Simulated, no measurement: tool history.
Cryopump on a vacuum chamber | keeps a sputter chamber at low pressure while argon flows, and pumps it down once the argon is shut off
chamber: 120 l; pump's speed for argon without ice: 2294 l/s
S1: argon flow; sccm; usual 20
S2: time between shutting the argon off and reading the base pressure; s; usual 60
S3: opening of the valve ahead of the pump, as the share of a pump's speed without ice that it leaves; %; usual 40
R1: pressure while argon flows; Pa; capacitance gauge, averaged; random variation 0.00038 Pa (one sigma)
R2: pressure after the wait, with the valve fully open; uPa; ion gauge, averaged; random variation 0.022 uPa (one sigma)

run,day,S1,S2,S3,R1,R2
1,0.000,20,60,40,0.0404,1.06
2,1.838,20,60,40,0.0417,1.14
3,3.325,20,60,40,0.0425,1.20
# day 4.200: pump warmed up, emptied and cooled again
4,5.333,20,60,40,0.0367,1.01
5,7.021,21,60,40,0.0396,1.08
6,8.150,20,37,40,0.0381,1.48

Forecast run 7:
7,9.921,37,81,27,?,?

Run 7 gave R1 0.1020 Pa, R2 1.04 uPa.
Without the tool's hidden state the same run would have given R1 0.1001 Pa, R2 0.56 uPa.
